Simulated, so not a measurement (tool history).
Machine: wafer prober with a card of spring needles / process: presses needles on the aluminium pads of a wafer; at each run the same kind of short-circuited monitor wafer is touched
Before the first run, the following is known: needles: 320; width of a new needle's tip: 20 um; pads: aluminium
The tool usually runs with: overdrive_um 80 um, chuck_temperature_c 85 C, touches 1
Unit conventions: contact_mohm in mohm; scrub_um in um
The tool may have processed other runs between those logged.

run 1 day=0 | overdrive_um=80 chuck_temperature_c=85 touches=1 | contact_mohm=249 scrub_um=16.15
run 2 day=0.288 | overdrive_um=80 chuck_temperature_c=85 touches=1 | contact_mohm=262 scrub_um=16.28
run 3 day=0.65 | overdrive_um=80 chuck_temperature_c=85 touches=1 | contact_mohm=274 scrub_um=16.26
-- day=0.833 tips cleaned on abrasive film
run 4 day=1.021 | overdrive_um=80 chuck_temperature_c=85 touches=1 | contact_mohm=246 scrub_um=16.18
run 5 day=1.429 | overdrive_um=80 chuck_temperature_c=85 touches=2 | contact_mohm=251 scrub_um=16.24
run 6 day=1.717 | overdrive_um=80 chuck_temperature_c=85 touches=2 | contact_mohm=257 scrub_um=16.29
-- day=1.838 tips cleaned on abrasive film
run 7 day=1.992 | overdrive_um=80 chuck_temperature_c=85 touches=1 | contact_mohm=247 scrub_um=16.2
run 8 day=2.254 | overdrive_um=80 chuck_temperature_c=85 touches=1 | contact_mohm=262 scrub_um=16.21
run 9 day=2.433 | overdrive_um=80 chuck_temperature_c=85 touches=1 | contact_mohm=270 scrub_um=16.15
run 10 day=2.671 | overdrive_um=80 chuck_temperature_c=85 touches=1 | contact_mohm=277 scrub_um=16.23
-- day=2.829 tips cleaned on abrasive film
run 11 day=2.938 | overdrive_um=80 chuck_temperature_c=85 touches=1 | contact_mohm=240 scrub_um=16.23
run 12 day=3.2 | overdrive_um=80 chuck_temperature_c=85 touches=1 | contact_mohm=258 scrub_um=16.19
run 13 day=3.375 | overdrive_um=80 chuck_temperature_c=85 touches=1 | contact_mohm=263 scrub_um=16.13
run 14 day=3.788 | overdrive_um=80 chuck_temperature_c=85 touches=1 | contact_mohm=279 scrub_um=16.2
-- day=3.817 tips cleaned on abrasive film
run 15 day=4.058 | overdrive_um=100 chuck_temperature_c=85 touches=1 | contact_mohm=242 scrub_um=20.24
run 16 day=4.246 | overdrive_um=80 chuck_temperature_c=85 touches=2 | contact_mohm=246 scrub_um=16.16
run 17 day=4.517 | overdrive_um=80 chuck_temperature_c=85 touches=2 | contact_mohm=252 scrub_um=16.12
run 18 day=4.721 | overdrive_um=80 chuck_temperature_c=85 touches=2 | contact_mohm=257 scrub_um=16.2
-- day=4.804 tips cleaned on abrasive film
run 19 day=4.908 | overdrive_um=80 chuck_temperature_c=85 touches=3 | contact_mohm=234 scrub_um=16.14
run 20 day=5.262 | overdrive_um=70 chuck_temperature_c=62 touches=2 | contact_mohm=250 scrub_um=14.13
run 21 day=5.579 | overdrive_um=70 chuck_temperature_c=62 touches=2 | contact_mohm=261 scrub_um=14.12
-- day=5.821 tips cleaned on abrasive film
run 22 day=5.904 | overdrive_um=89 chuck_temperature_c=48 touches=1 | contact_mohm=224 scrub_um=17.97
run 23 day=6.088 | overdrive_um=80 chuck_temperature_c=85 touches=2 | contact_mohm=241 scrub_um=16.08
run 24 day=6.425 | overdrive_um=80 chuck_temperature_c=112 touches=1 | contact_mohm=271 scrub_um=16.12
run 25 day=6.692 | overdrive_um=80 chuck_temperature_c=112 touches=1 | contact_mohm=275 scrub_um=16.11
-- day=6.821 tips cleaned on abrasive film
run 26 day=7.083 | overdrive_um=80 chuck_temperature_c=112 touches=1 | contact_mohm=259 scrub_um=16.08
run 27 day=7.508 | overdrive_um=80 chuck_temperature_c=85 touches=2 | contact_mohm=252 scrub_um=16.13
run 28 day=7.796 | overdrive_um=80 chuck_temperature_c=85 touches=2 | contact_mohm=260 scrub_um=16.11
-- day=7.825 tips cleaned on abrasive film
run 29 day=8.058 | overdrive_um=79 chuck_temperature_c=41 touches=2 | contact_mohm=231 scrub_um=15.86
run 30 day=8.446 | overdrive_um=74 chuck_temperature_c=69 touches=1 | contact_mohm=275 scrub_um=14.83
-- day=8.812 tips cleaned on abrasive film
run 31 day=8.838 | overdrive_um=95 chuck_temperature_c=57 touches=2 | contact_mohm=222 scrub_um=19.16
run 32 day=9.25 | overdrive_um=95 chuck_temperature_c=57 touches=2 | contact_mohm=235 scrub_um=19.13
run 33 day=9.442 | overdrive_um=95 chuck_temperature_c=57 touches=2 | contact_mohm=241 scrub_um=19.13
-- day=9.829 tips cleaned on abrasive film
run 34 day=9.842 | overdrive_um=90 chuck_temperature_c=66 touches=1 | contact_mohm=226 scrub_um=18.08

Some steps in contact_mohm between neighbouring runs. How much of each would the tool show without its hidden state too (settings, what came in, random variation), and how much is left for the hidden state, with any gauge scatter that isn't in both results?
Hidden state at play: debris on the tips, nm; way that the needles fall short of the set height, um; tips' diameter, um; drift of the gauge itself on contact_mohm, %; drift of the gauge itself on scrub_um, %.
Run 10 -> 11: tips cleaned on abrasive film. contact_mohm -37 mohm: hidden state -34, all else -3.
Run 14 -> 15: overdrive_um 80 -> 100, tips cleaned on abrasive film. contact_mohm -37 mohm: hidden state -36, all else -1.
Run 29 -> 30: overdrive_um 79 -> 74, chuck_temperature_c 41 -> 69, touches 2 -> 1. contact_mohm +44 mohm: hidden state +35, all else +9.
Run 30 -> 31: overdrive_um 74 -> 95, chuck_temperature_c 69 -> 57, touches 1 -> 2, tips cleaned on abrasive film. contact_mohm -53 mohm: hidden state -46, all else -7.
